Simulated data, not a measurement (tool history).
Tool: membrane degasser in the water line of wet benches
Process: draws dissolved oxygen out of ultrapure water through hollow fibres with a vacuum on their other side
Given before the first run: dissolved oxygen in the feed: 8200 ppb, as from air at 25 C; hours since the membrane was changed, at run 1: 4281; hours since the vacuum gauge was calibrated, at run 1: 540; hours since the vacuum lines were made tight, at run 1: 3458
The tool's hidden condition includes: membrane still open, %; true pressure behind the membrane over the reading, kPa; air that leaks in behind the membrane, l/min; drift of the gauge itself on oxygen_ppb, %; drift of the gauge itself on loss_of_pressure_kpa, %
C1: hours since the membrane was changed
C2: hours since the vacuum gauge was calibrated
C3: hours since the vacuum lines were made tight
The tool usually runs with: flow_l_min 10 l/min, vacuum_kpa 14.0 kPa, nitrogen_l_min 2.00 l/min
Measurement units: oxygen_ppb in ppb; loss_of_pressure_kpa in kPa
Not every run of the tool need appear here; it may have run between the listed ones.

run 1 hour=0.0 | flow_l_min=10 vacuum_kpa=14.0 nitrogen_l_min=2.00 | C1=4281 C2=540 C3=3458 | oxygen_ppb=432.3 loss_of_pressure_kpa=65.21
run 2 hour=175.1 | flow_l_min=10 vacuum_kpa=14.0 nitrogen_l_min=2.00 | C1=4456 C2=715 C3=3633 | oxygen_ppb=432.8 loss_of_pressure_kpa=65.14
run 3 hour=301.0 | flow_l_min=10 vacuum_kpa=14.0 nitrogen_l_min=2.00 | C1=4582 C2=841 C3=3759 | oxygen_ppb=433.8 loss_of_pressure_kpa=65.55
run 4 hour=444.1 | flow_l_min=10 vacuum_kpa=14.0 nitrogen_l_min=2.00 | C1=4725 C2=984 C3=3902 | oxygen_ppb=437.6 loss_of_pressure_kpa=65.44
run 5 hour=586.8 | flow_l_min=10 vacuum_kpa=14.0 nitrogen_l_min=2.00 | C1=4868 C2=1127 C3=4045 | oxygen_ppb=438.1 loss_of_pressure_kpa=65.28
run 6 hour=694.6 | flow_l_min=10 vacuum_kpa=14.0 nitrogen_l_min=2.00 | C1=4976 C2=1234 C3=4153 | oxygen_ppb=437.9 loss_of_pressure_kpa=65.74
run 7 hour=787.1 | flow_l_min=10 vacuum_kpa=14.0 nitrogen_l_min=2.00 | C1=5068 C2=1327 C3=4245 | oxygen_ppb=439.7 loss_of_pressure_kpa=65.89
run 8 hour=900.3 | flow_l_min=10 vacuum_kpa=14.0 nitrogen_l_min=0.86 | C1=5181 C2=1440 C3=4358 | oxygen_ppb=583.9 loss_of_pressure_kpa=65.74
run 9 hour=988.7 | flow_l_min=10 vacuum_kpa=14.0 nitrogen_l_min=0.86 | C1=5270 C2=1528 C3=4447 | oxygen_ppb=576.9 loss_of_pressure_kpa=66.25
run 10 hour=1083.5 | flow_l_min=10 vacuum_kpa=14.0 nitrogen_l_min=1.65 | C1=5365 C2=1623 C3=4542 | oxygen_ppb=471.3 loss_of_pressure_kpa=66.60
run 11 hour=1256.6 | flow_l_min=10 vacuum_kpa=14.0 nitrogen_l_min=1.65 | C1=5538 C2=1796 C3=4715 | oxygen_ppb=473.3 loss_of_pressure_kpa=66.41
run 12 hour=1418.6 | flow_l_min=10 vacuum_kpa=19.1 nitrogen_l_min=2.00 | C1=5700 C2=1958 C3=4877 | oxygen_ppb=507.1 loss_of_pressure_kpa=66.79
run 13 hour=1536.9 | flow_l_min=10 vacuum_kpa=19.1 nitrogen_l_min=2.00 | C1=5818 C2=2077 C3=4995 | oxygen_ppb=515.7 loss_of_pressure_kpa=66.10
run 14 hour=1675.0 | flow_l_min=6 vacuum_kpa=14.0 nitrogen_l_min=2.00 | C1=5956 C2=2215 C3=5133 | oxygen_ppb=164.2 loss_of_pressure_kpa=39.96
run 15 hour=1803.7 | flow_l_min=10 vacuum_kpa=14.0 nitrogen_l_min=2.00 | C1=6085 C2=2343 C3=5262 | oxygen_ppb=451.6 loss_of_pressure_kpa=66.13
run 16 hour=1943.5 | flow_l_min=10 vacuum_kpa=14.0 nitrogen_l_min=3.45 | C1=6225 C2=2483 C3=5402 | oxygen_ppb=403.4 loss_of_pressure_kpa=67.08
-- hour=1953.5 vacuum gauge calibrated
run 17 hour=2109.6 | flow_l_min=10 vacuum_kpa=14.0 nitrogen_l_min=3.45 | C1=6390 C2=156 C3=5567 | oxygen_ppb=410.8 loss_of_pressure_kpa=67.19
-- hour=2227.3 vacuum gauge calibrated, once more
run 18 hour=2283.1 | flow_l_min=10 vacuum_kpa=14.0 nitrogen_l_min=3.45 | C1=6563 C2=56 C3=5740 | oxygen_ppb=407.8 loss_of_pressure_kpa=67.57
run 19 hour=2382.9 | flow_l_min=14 vacuum_kpa=15.7 nitrogen_l_min=2.00 | C1=6663 C2=156 C3=5840 | oxygen_ppb=849.9 loss_of_pressure_kpa=94.21
run 20 hour=2555.0 | flow_l_min=14 vacuum_kpa=9.0 nitrogen_l_min=3.47 | C1=6835 C2=328 C3=6012 | oxygen_ppb=713.6 loss_of_pressure_kpa=94.22
-- hour=2601.0 seals of the vacuum lines changed
run 21 hour=2672.1 | flow_l_min=9 vacuum_kpa=9.0 nitrogen_l_min=1.20 | C1=6950 C2=443 C3=71 | oxygen_ppb=359.5 loss_of_pressure_kpa=60.89
run 22 hour=2780.2 | flow_l_min=9 vacuum_kpa=9.0 nitrogen_l_min=1.20 | C1=7058 C2=551 C3=179 | oxygen_ppb=368.0 loss_of_pressure_kpa=60.81
run 23 hour=2866.1 | flow_l_min=7 vacuum_kpa=29.9 nitrogen_l_min=0.90 | C1=7144 C2=637 C3=265 | oxygen_ppb=593.6 loss_of_pressure_kpa=47.52
run 24 hour=3041.9 | flow_l_min=7 vacuum_kpa=29.9 nitrogen_l_min=0.90 | C1=7320 C2=813 C3=441 | oxygen_ppb=600.2 loss_of_pressure_kpa=47.89
run 25 hour=3135.0 | flow_l_min=9 vacuum_kpa=12.9 nitrogen_l_min=2.00 | C1=7413 C2=906 C3=534 | oxygen_ppb=373.0 loss_of_pressure_kpa=60.85
run 26 hour=3256.7 | flow_l_min=9 vacuum_kpa=12.9 nitrogen_l_min=2.00 | C1=7535 C2=1027 C3=656 | oxygen_ppb=368.7 loss_of_pressure_kpa=61.30
run 27 hour=3339.2 | flow_l_min=7 vacuum_kpa=25.8 nitrogen_l_min=1.43 | C1=7617 C2=1110 C3=738 | oxygen_ppb=393.7 loss_of_pressure_kpa=47.95
run 28 hour=3450.0 | flow_l_min=7 vacuum_kpa=25.8 nitrogen_l_min=1.43 | C1=7728 C2=1221 C3=849 | oxygen_ppb=403.5 loss_of_pressure_kpa=48.07
run 29 hour=3581.5 | flow_l_min=7 vacuum_kpa=21.2 nitrogen_l_min=3.05 | C1=7860 C2=1352 C3=981 | oxygen_ppb=243.6 loss_of_pressure_kpa=47.73
run 30 hour=3727.9 | flow_l_min=6 vacuum_kpa=12.1 nitrogen_l_min=1.24 | C1=8006 C2=1499 C3=1127 | oxygen_ppb=193.5 loss_of_pressure_kpa=41.26
run 31 hour=3887.5 | flow_l_min=6 vacuum_kpa=12.1 nitrogen_l_min=1.24 | C1=8166 C2=1658 C3=1287 | oxygen_ppb=196.2 loss_of_pressure_kpa=40.68

For some of the steps in oxygen_ppb from one run to the next: how much would appear even if the tool had no hidden state, given the settings, what came in and random variation, and how much remains for the hidden state plus any gauge scatter that the measured result and the result without hidden state don't share?
Run 13 -> 14: flow_l_min 10 -> 6, vacuum_kpa 19.1 -> 14.0. oxygen_ppb -351.5 ppb: hidden state -46.4, all else -305.1.
Run 14 -> 15: flow_l_min 6 -> 10. oxygen_ppb +287.4 ppb: hidden state +47.4, all else +240.0.
Run 18 -> 19: flow_l_min 10 -> 14, vacuum_kpa 14.0 -> 15.7, nitrogen_l_min 3.45 -> 2.00. oxygen_ppb +442.1 ppb: hidden state +48.9, all else +393.2.
Run 20 -> 21: flow_l_min 14 -> 9, nitrogen_l_min 3.47 -> 1.20, seals of the vacuum lines changed. oxygen_ppb -354.1 ppb: hidden state -63.6, all else -290.5.
